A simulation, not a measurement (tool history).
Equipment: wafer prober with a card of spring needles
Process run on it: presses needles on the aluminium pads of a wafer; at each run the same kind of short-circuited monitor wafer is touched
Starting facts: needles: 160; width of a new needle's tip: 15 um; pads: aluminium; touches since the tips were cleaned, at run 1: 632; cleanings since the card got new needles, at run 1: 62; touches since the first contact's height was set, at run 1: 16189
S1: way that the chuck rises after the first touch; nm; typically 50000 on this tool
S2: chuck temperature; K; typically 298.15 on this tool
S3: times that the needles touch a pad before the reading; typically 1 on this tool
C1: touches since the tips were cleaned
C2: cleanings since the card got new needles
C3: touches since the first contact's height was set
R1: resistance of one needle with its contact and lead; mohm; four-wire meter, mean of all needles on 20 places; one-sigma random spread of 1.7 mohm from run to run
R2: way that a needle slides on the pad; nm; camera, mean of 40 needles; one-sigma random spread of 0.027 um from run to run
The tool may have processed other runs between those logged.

{"run": 1, "hour": 0.0, "S1": 50000, "S2": 298.15, "S3": 1, "C1": 632, "C2": 62, "C3": 16189, "R1": 197, "R2": 8110}
{"hour": 4.6, "done": "tips cleaned on abrasive film"}
{"run": 2, "hour": 5.5, "S1": 50000, "S2": 298.15, "S3": 1, "C1": 367, "C2": 63, "C3": 18418, "R1": 331, "R2": 8180}
{"hour": 10.9, "done": "tips cleaned on abrasive film"}
{"hour": 17.3, "done": "tips cleaned on abrasive film"}
{"run": 3, "hour": 18.4, "S1": 50000, "S2": 298.15, "S3": 1, "C1": 444, "C2": 65, "C3": 23719, "R1": 202, "R2": 8140}
{"hour": 23.8, "done": "tips cleaned on abrasive film"}
{"run": 4, "hour": 27.0, "S1": 50000, "S2": 298.15, "S3": 1, "C1": 1307, "C2": 66, "C3": 27241, "R1": 239, "R2": 8080}
{"hour": 30.6, "done": "tips cleaned on abrasive film"}
{"run": 5, "hour": 35.6, "S1": 50000, "S2": 298.15, "S3": 3, "C1": 2086, "C2": 67, "C3": 30807, "R1": 204, "R2": 8110}
{"hour": 37.4, "done": "tips cleaned on abrasive film"}
{"hour": 43.4, "done": "tips cleaned on abrasive film"}
{"run": 6, "hour": 46.1, "S1": 50000, "S2": 298.15, "S3": 1, "C1": 1111, "C2": 69, "C3": 35078, "R1": 238, "R2": 8110}
{"hour": 49.2, "done": "tips cleaned on abrasive film, once more"}
{"run": 7, "hour": 53.5, "S1": 50000, "S2": 298.15, "S3": 1, "C1": 1768, "C2": 70, "C3": 38099, "R1": 265, "R2": 8090}
{"hour": 55.3, "done": "tips cleaned on abrasive film"}
{"hour": 61.5, "done": "tips cleaned on abrasive film"}
{"run": 8, "hour": 65.4, "S1": 50000, "S2": 298.15, "S3": 1, "C1": 1642, "C2": 72, "C3": 43000, "R1": 251, "R2": 8060}
{"hour": 68.1, "done": "tips cleaned on abrasive film"}
{"run": 9, "hour": 70.8, "S1": 50000, "S2": 298.15, "S3": 1, "C1": 1100, "C2": 73, "C3": 45187, "R1": 239, "R2": 8060}
{"hour": 74.7, "done": "tips cleaned on abrasive film"}
{"hour": 80.8, "done": "tips cleaned on abrasive film"}
{"run": 10, "hour": 82.7, "S1": 50000, "S2": 298.15, "S3": 1, "C1": 770, "C2": 75, "C3": 50055, "R1": 216, "R2": 8060}
{"hour": 87.5, "done": "tips cleaned on abrasive film"}
{"run": 11, "hour": 91.1, "S1": 50000, "S2": 298.15, "S3": 1, "C1": 1462, "C2": 76, "C3": 53498, "R1": 243, "R2": 8070}
{"hour": 94.1, "done": "tips cleaned on abrasive film"}
{"hour": 100.0, "done": "tips cleaned on abrasive film"}
{"run": 12, "hour": 100.3, "S1": 69000, "S2": 298.15, "S3": 1, "C1": 121, "C2": 78, "C3": 57274, "R1": 169, "R2": 11140}
{"hour": 105.9, "done": "tips cleaned on abrasive film"}
{"run": 13, "hour": 110.1, "S1": 69000, "S2": 298.15, "S3": 1, "C1": 1719, "C2": 79, "C3": 61283, "R1": 211, "R2": 11120}
{"hour": 112.1, "done": "tips cleaned on abrasive film"}
{"hour": 118.7, "done": "tips cleaned on abrasive film"}
{"run": 14, "hour": 120.6, "S1": 50000, "S2": 357.15, "S3": 1, "C1": 755, "C2": 81, "C3": 65566, "R1": 235, "R2": 8000}
{"hour": 124.8, "done": "tips cleaned on abrasive film"}
{"hour": 131.3, "done": "tips cleaned on abrasive film"}
{"run": 15, "hour": 132.0, "S1": 50000, "S2": 357.15, "S3": 1, "C1": 309, "C2": 83, "C3": 70254, "R1": 211, "R2": 7960}
{"hour": 138.1, "done": "tips cleaned on abrasive film"}
{"run": 16, "hour": 140.2, "S1": 50000, "S2": 303.15, "S3": 1, "C1": 865, "C2": 84, "C3": 73592, "R1": 224, "R2": 7980}
{"hour": 144.7, "done": "tips cleaned on abrasive film"}
{"run": 17, "hour": 146.4, "S1": 50000, "S2": 351.15, "S3": 1, "C1": 733, "C2": 85, "C3": 76165, "R1": 224, "R2": 7900}
{"hour": 150.5, "done": "tips cleaned on abrasive film"}
{"run": 18, "hour": 151.9, "S1": 61000, "S2": 384.15, "S3": 1, "C1": 575, "C2": 86, "C3": 78404, "R1": 206, "R2": 9690}
{"hour": 157.0, "done": "tips cleaned on abrasive film"}
{"hour": 157.3, "done": "height of the first contact set anew"}
{"hour": 163.7, "done": "tips cleaned on abrasive film"}
{"run": 19, "hour": 164.5, "S1": 50000, "S2": 301.15, "S3": 1, "C1": 346, "C2": 88, "C3": 2931, "R1": 195, "R2": 8170}
{"hour": 169.6, "done": "tips cleaned on abrasive film"}
{"run": 20, "hour": 172.3, "S1": 43000, "S2": 303.15, "S3": 1, "C1": 1125, "C2": 89, "C3": 6147, "R1": 261, "R2": 7060}
{"hour": 176.3, "done": "tips cleaned on abrasive film"}
{"run": 21, "hour": 178.9, "S1": 43000, "S2": 303.15, "S3": 1, "C1": 1064, "C2": 90, "C3": 8850, "R1": 257, "R2": 7050}
{"hour": 182.9, "done": "tips cleaned on abrasive film"}
{"run": 22, "hour": 188.1, "S1": 43000, "S2": 363.15, "S3": 1, "C1": 2138, "C2": 91, "C3": 12622, "R1": 313, "R2": 7020}
{"hour": 189.0, "done": "tips cleaned on abrasive film"}
{"hour": 195.1, "done": "tips cleaned on abrasive film"}
{"run": 23, "hour": 195.3, "S1": 43000, "S2": 363.15, "S3": 1, "C1": 80, "C2": 93, "C3": 15527, "R1": 207, "R2": 6980}
{"hour": 201.0, "done": "tips cleaned on abrasive film"}
{"run": 24, "hour": 205.5, "S1": 43000, "S2": 349.15, "S3": 3, "C1": 1895, "C2": 94, "C3": 19751, "R1": 232, "R2": 7000}
{"hour": 207.5, "done": "tips cleaned on abrasive film"}
{"hour": 214.3, "done": "tips cleaned on abrasive film"}
{"run": 25, "hour": 214.5, "S1": 30000, "S2": 395.15, "S3": 2, "C1": 79, "C2": 96, "C3": 23409, "R1": 238, "R2": 4840}
{"hour": 220.4, "done": "tips cleaned on abrasive film"}
{"run": 26, "hour": 224.5, "S1": 30000, "S2": 395.15, "S3": 2, "C1": 1714, "C2": 97, "C3": 27533, "R1": 334, "R2": 4890}
{"hour": 226.8, "done": "tips cleaned on abrasive film"}
{"hour": 232.7, "done": "tips cleaned on abrasive film"}
{"run": 27, "hour": 232.7, "S1": 50000, "S2": 315.15, "S3": 1, "C1": 0, "C2": 99, "C3": 30853, "R1": 185, "R2": 8110}
{"hour": 238.7, "done": "tips cleaned on abrasive film"}
{"run": 28, "hour": 242.2, "S1": 50000, "S2": 343.15, "S3": 1, "C1": 1477, "C2": 100, "C3": 34792, "R1": 253, "R2": 8070}
{"hour": 245.1, "done": "tips cleaned on abrasive film"}
{"hour": 251.6, "done": "tips cleaned on abrasive film"}
{"run": 29, "hour": 251.7, "S1": 33000, "S2": 298.15, "S3": 1, "C1": 68, "C2": 102, "C3": 38655, "R1": 211, "R2": 5310}
{"hour": 258.0, "done": "tips cleaned on abrasive film"}
{"run": 30, "hour": 261.2, "S1": 44000, "S2": 312.15, "S3": 1, "C1": 1317, "C2": 103, "C3": 42544, "R1": 260, "R2": 7110}
{"hour": 264.4, "done": "tips cleaned on abrasive film"}
{"hour": 271.2, "done": "tips cleaned on abrasive film"}
{"run": 31, "hour": 273.5, "S1": 34000, "S2": 319.15, "S3": 1, "C1": 971, "C2": 105, "C3": 47608, "R1": 307, "R2": 5380}
{"hour": 277.4, "done": "tips cleaned on abrasive film"}
{"run": 32, "hour": 283.1, "S1": 34000, "S2": 319.15, "S3": 1, "C1": 2352, "C2": 106, "C3": 51525, "R1": 407, "R2": 5380}

Take each entry between the runs: how does the hidden state at the last listed run before it differ from the hidden state at the first listed run after it?
Between runs 1 and 2: tips cleaned on abrasive film (hour 4.6)
  debris on the tips, nm: 20.2 -> 112.7; way that the needles fall short of the set height, um: 0.35 -> 0.4; tips' diameter, um: 16.2 -> 16.71
  measured minus no-state result, R1: +30 -> +167 mohm; R2: -60 -> -60 nm
Between runs 2 and 3: tips cleaned on abrasive film (hour 10.9); tips cleaned on abrasive film (hour 17.3)
  debris on the tips, nm: 112.7 -> 21.9; way that the needles fall short of the set height, um: 0.4 -> 0.53; tips' diameter, um: 16.71 -> 16.75
  measured minus no-state result, R1: +167 -> +35 mohm; R2: -60 -> -80 nm
Between runs 3 and 4: tips cleaned on abrasive film (hour 23.8)
  debris on the tips, nm: 21.9 -> 47.4; way that the needles fall short of the set height, um: 0.53 -> 0.57; tips' diameter, um: 16.75 -> 16.77
  measured minus no-state result, R1: +35 -> +74 mohm; R2: -80 -> -90 nm
Between runs 4 and 5: tips cleaned on abrasive film (hour 30.6)
  debris on the tips, nm: 47.4 -> 67.5; way that the needles fall short of the set height, um: 0.57 -> 0.62; tips' diameter, um: 16.77 -> 16.79
  measured minus no-state result, R1: +74 -> +39 mohm; R2: -90 -> -100 nm
Between runs 5 and 6: tips cleaned on abrasive film (hour 37.4); tips cleaned on abrasive film (hour 43.4)
  debris on the tips, nm: 67.5 -> 43.5; way that the needles fall short of the set height, um: 0.62 -> 0.75; tips' diameter, um: 16.79 -> 16.83
  measured minus no-state result, R1: +39 -> +69 mohm; R2: -100 -> -120 nm
Between runs 6 and 7: tips cleaned on abrasive film, once more (hour 49.2)
  debris on the tips, nm: 43.5 -> 62.1; way that the needles fall short of the set height, um: 0.75 -> 0.81; tips' diameter, um: 16.83 -> 16.85
  measured minus no-state result, R1: +69 -> +97 mohm; R2: -120 -> -130 nm
Between runs 7 and 8: tips cleaned on abrasive film (hour 55.3); tips cleaned on abrasive film (hour 61.5)
  debris on the tips, nm: 62.1 -> 51.8; way that the needles fall short of the set height, um: 0.81 -> 0.92; tips' diameter, um: 16.85 -> 16.89
  measured minus no-state result, R1: +97 -> +83 mohm; R2: -130 -> -150 nm
Between runs 8 and 9: tips cleaned on abrasive film (hour 68.1)
  debris on the tips, nm: 51.8 -> 43.6; way that the needles fall short of the set height, um: 0.92 -> 0.98; tips' diameter, um: 16.89 -> 16.91
  measured minus no-state result, R1: +83 -> +71 mohm; R2: -150 -> -160 nm
Between runs 9 and 10: tips cleaned on abrasive film (hour 74.7); tips cleaned on abrasive film (hour 80.8)
  debris on the tips, nm: 43.6 -> 29; way that the needles fall short of the set height, um: 0.98 -> 1.08; tips' diameter, um: 16.91 -> 16.95
  measured minus no-state result, R1: +71 -> +49 mohm; R2: -160 -> -170 nm
Between runs 10 and 11: tips cleaned on abrasive film (hour 87.5)
  debris on the tips, nm: 29 -> 48.2; way that the needles fall short of the set height, um: 1.08 -> 1.15; tips' diameter, um: 16.95 -> 16.97
  measured minus no-state result, R1: +49 -> +78 mohm; R2: -170 -> -190 nm
Between runs 11 and 12: tips cleaned on abrasive film (hour 94.1); tips cleaned on abrasive film (hour 100.0)
  debris on the tips, nm: 48.2 -> 6.7; way that the needles fall short of the set height, um: 1.15 -> 1.26; tips' diameter, um: 16.97 -> 17.01
  measured minus no-state result, R1: +78 -> +8 mohm; R2: -190 -> -200 nm
Between runs 12 and 13: tips cleaned on abrasive film (hour 105.9)
  debris on the tips, nm: 6.7 -> 57.9; way that the needles fall short of the set height, um: 1.26 -> 1.32; tips' diameter, um: 17.01 -> 17.03
  measured minus no-state result, R1: +8 -> +52 mohm; R2: -200 -> -220 nm
Between runs 13 and 14: tips cleaned on abrasive film (hour 112.1); tips cleaned on abrasive film (hour 118.7)
  debris on the tips, nm: 57.9 -> 34.4; way that the needles fall short of the set height, um: 1.32 -> 1.45; tips' diameter, um: 17.03 -> 17.07
  measured minus no-state result, R1: +52 -> +54 mohm; R2: -220 -> -230 nm
Between runs 14 and 15: tips cleaned on abrasive film (hour 124.8); tips cleaned on abrasive film (hour 131.3)
  debris on the tips, nm: 34.4 -> 16.4; way that the needles fall short of the set height, um: 1.45 -> 1.57; tips' diameter, um: 17.07 -> 17.12
  measured minus no-state result, R1: +54 -> +28 mohm; R2: -230 -> -260 nm
Between runs 15 and 16: tips cleaned on abrasive film (hour 138.1)
  debris on the tips, nm: 16.4 -> 31.2; way that the needles fall short of the set height, um: 1.57 -> 1.62; tips' diameter, um: 17.12 -> 17.13
  measured minus no-state result, R1: +28 -> +54 mohm; R2: -260 -> -270 nm
Between runs 16 and 17: tips cleaned on abrasive film (hour 144.7)
  debris on the tips, nm: 31.2 -> 27.2; way that the needles fall short of the set height, um: 1.62 -> 1.68; tips' diameter, um: 17.13 -> 17.16
  measured minus no-state result, R1: +54 -> +45 mohm; R2: -270 -> -270 nm
Between runs 17 and 18: tips cleaned on abrasive film (hour 150.5)
  debris on the tips, nm: 27.2 -> 22.9; way that the needles fall short of the set height, um: 1.68 -> 1.73; tips' diameter, um: 17.16 -> 17.18
  measured minus no-state result, R1: +45 -> +26 mohm; R2: -270 -> -290 nm
Between runs 18 and 19: tips cleaned on abrasive film (hour 157.0); height of the first contact set anew (hour 157.3); tips cleaned on abrasive film (hour 163.7)
  debris on the tips, nm: 22.9 -> 16.7; way that the needles fall short of the set height, um: 1.73 -> 0.06; tips' diameter, um: 17.18 -> 17.21
  measured minus no-state result, R1: +26 -> +29 mohm; R2: -290 -> -10 nm
Between runs 19 and 20: tips cleaned on abrasive film (hour 169.6)
  debris on the tips, nm: 16.7 -> 43; way that the needles fall short of the set height, um: 0.06 -> 0.12; tips' diameter, um: 17.21 -> 17.23
  measured minus no-state result, R1: +29 -> +90 mohm; R2: -10 -> -20 nm
Between runs 20 and 21: tips cleaned on abrasive film (hour 176.3)
  debris on the tips, nm: 43 -> 38.9; way that the needles fall short of the set height, um: 0.12 -> 0.18; tips' diameter, um: 17.23 -> 17.26
  measured minus no-state result, R1: +90 -> +83 mohm; R2: -20 -> -20 nm
Between runs 21 and 22: tips cleaned on abrasive film (hour 182.9)
  debris on the tips, nm: 38.9 -> 67.4; way that the needles fall short of the set height, um: 0.18 -> 0.25; tips' diameter, um: 17.26 -> 17.28
  measured minus no-state result, R1: +83 -> +128 mohm; R2: -20 -> -40 nm
Between runs 22 and 23: tips cleaned on abrasive film (hour 189.0); tips cleaned on abrasive film (hour 195.1)
  debris on the tips, nm: 67.4 -> 10.3; way that the needles fall short of the set height, um: 0.25 -> 0.34; tips' diameter, um: 17.28 -> 17.31
  measured minus no-state result, R1: +128 -> +24 mohm; R2: -40 -> -50 nm
Between runs 23 and 24: tips cleaned on abrasive film (hour 201.0)
  debris on the tips, nm: 10.3 -> 63.7; way that the needles fall short of the set height, um: 0.34 -> 0.41; tips' diameter, um: 17.31 -> 17.34
  measured minus no-state result, R1: +24 -> +48 mohm; R2: -50 -> -70 nm
Between runs 24 and 25: tips cleaned on abrasive film (hour 207.5); tips cleaned on abrasive film (hour 214.3)
  debris on the tips, nm: 63.7 -> 10.7; way that the needles fall short of the set height, um: 0.41 -> 0.53; tips' diameter, um: 17.34 -> 17.38
  measured minus no-state result, R1: +48 -> +30 mohm; R2: -70 -> -90 nm
Between runs 25 and 26: tips cleaned on abrasive film (hour 220.4)
  debris on the tips, nm: 10.7 -> 54.8; way that the needles fall short of the set height, um: 0.53 -> 0.59; tips' diameter, um: 17.38 -> 17.4
  measured minus no-state result, R1: +30 -> +127 mohm; R2: -90 -> -100 nm
Between runs 26 and 27: tips cleaned on abrasive film (hour 226.8); tips cleaned on abrasive film (hour 232.7)
  debris on the tips, nm: 54.8 -> 5.8; way that the needles fall short of the set height, um: 0.59 -> 0.69; tips' diameter, um: 17.4 -> 17.44
  measured minus no-state result, R1: +127 -> +13 mohm; R2: -100 -> -110 nm
Between runs 27 and 28: tips cleaned on abrasive film (hour 238.7)
  debris on the tips, nm: 5.8 -> 49.7; way that the needles fall short of the set height, um: 0.69 -> 0.74; tips' diameter, um: 17.44 -> 17.45
  measured minus no-state result, R1: +13 -> +78 mohm; R2: -110 -> -120 nm
Between runs 28 and 29: tips cleaned on abrasive film (hour 245.1); tips cleaned on abrasive film (hour 251.6)
  debris on the tips, nm: 49.7 -> 7.6; way that the needles fall short of the set height, um: 0.74 -> 0.86; tips' diameter, um: 17.45 -> 17.5
  measured minus no-state result, R1: +78 -> +34 mohm; R2: -120 -> -140 nm
Between runs 29 and 30: tips cleaned on abrasive film (hour 258.0)
  debris on the tips, nm: 7.6 -> 41.6; way that the needles fall short of the set height, um: 0.86 -> 0.91; tips' diameter, um: 17.5 -> 17.51
  measured minus no-state result, R1: +34 -> +88 mohm; R2: -140 -> -150 nm
Between runs 30 and 31: tips cleaned on abrasive film (hour 264.4); tips cleaned on abrasive film (hour 271.2)
  debris on the tips, nm: 41.6 -> 36.6; way that the needles fall short of the set height, um: 0.91 -> 1; tips' diameter, um: 17.51 -> 17.54
  measured minus no-state result, R1: +88 -> +127 mohm; R2: -150 -> -160 nm
Between runs 31 and 32: tips cleaned on abrasive film (hour 277.4)
  debris on the tips, nm: 36.6 -> 66.5; way that the needles fall short of the set height, um: 1 -> 1.06; tips' diameter, um: 17.54 -> 17.57
  measured minus no-state result, R1: +127 -> +227 mohm; R2: -160 -> -180 nm
